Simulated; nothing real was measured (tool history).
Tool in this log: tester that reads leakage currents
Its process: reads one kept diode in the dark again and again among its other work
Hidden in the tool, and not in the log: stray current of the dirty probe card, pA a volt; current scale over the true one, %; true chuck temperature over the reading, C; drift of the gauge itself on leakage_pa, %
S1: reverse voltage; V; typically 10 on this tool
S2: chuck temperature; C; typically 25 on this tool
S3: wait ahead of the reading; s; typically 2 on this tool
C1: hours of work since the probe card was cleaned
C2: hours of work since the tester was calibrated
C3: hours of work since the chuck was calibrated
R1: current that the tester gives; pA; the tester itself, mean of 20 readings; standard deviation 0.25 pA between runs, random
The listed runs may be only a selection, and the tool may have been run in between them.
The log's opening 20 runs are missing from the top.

| run | hour | S1 | S2 | S3 | C1 | C2 | C3 | R1 |
|---|---|---|---|---|---|---|---|---|
| 21 | 665.6 | 2 | 26 | 0.43 | 1952 | 890 | 731 | 41.83 |
| 22 | 711.3 | 2 | 26 | 0.43 | 1974 | 912 | 753 | 41.78 |
| 23 | 733.3 | 14.9 | 24 | 0.43 | 1985 | 922 | 764 | 112.16 |
|  | 738.3 | chuck's temperature calibrated |
| 24 | 755.2 | 14.9 | 24 | 0.43 | 1994 | 932 | 8 | 110.09 |
| 25 | 792.7 | 3 | 25 | 2.87 | 2012 | 950 | 26 | 46.19 |
| 26 | 830.5 | 3 | 51 | 2.87 | 2030 | 968 | 44 | 260.56 |
| 27 | 862.9 | 3 | 51 | 2.87 | 2046 | 984 | 60 | 261.78 |
| 28 | 893.1 | 10 | 25 | 0.54 | 2061 | 998 | 75 | 91.51 |
| 29 | 940.6 | 2.1 | 57 | 0.36 | 2084 | 1021 | 98 | 322.31 |
|  | 971.9 | chuck's temperature calibrated, once more |
| 30 | 983 | 2.1 | 57 | 0.36 | 2103 | 1041 | 5 | 337.94 |
| 31 | 1026.6 | 1.2 | 25 | 0.63 | 2124 | 1062 | 26 | 31.31 |
| 32 | 1069.5 | 12.4 | 31 | 0.53 | 2145 | 1083 | 47 | 158.02 |
| 33 | 1114.4 | 10 | 25 | 2.57 | 2167 | 1104 | 69 | 92.97 |
| 34 | 1150.8 | 1.2 | 37 | 2.57 | 2184 | 1122 | 86 | 70.92 |

Each row is a separate what-if for the run after 34, all from the same tool condition, not one after another. Results?
| A | 1199 | 2.4 | 37 | 0.31 | 2207 | 1145 | 110 | ? |
| B | 1199 | 10 | 25 | 3.01 | 2207 | 1145 | 110 | ? |
| C | 1199 | 10.8 | 25 | 2 | 2207 | 1145 | 110 | ? |
| D | 1199 | 10 | 20 | 2 | 2207 | 1145 | 110 | ? |

| run | R1 |
|---|---|
| A | 101.09 |
| B | 93.49 |
| C | 97.75 |
| D | 68.51 |
Take away the tool's hidden state, keep each run's random variation, and the runs would have read:
| run | R1 |
|---|---|
| A | 97.78 |
| B | 79.94 |
| C | 83.14 |
| D | 55.02 |
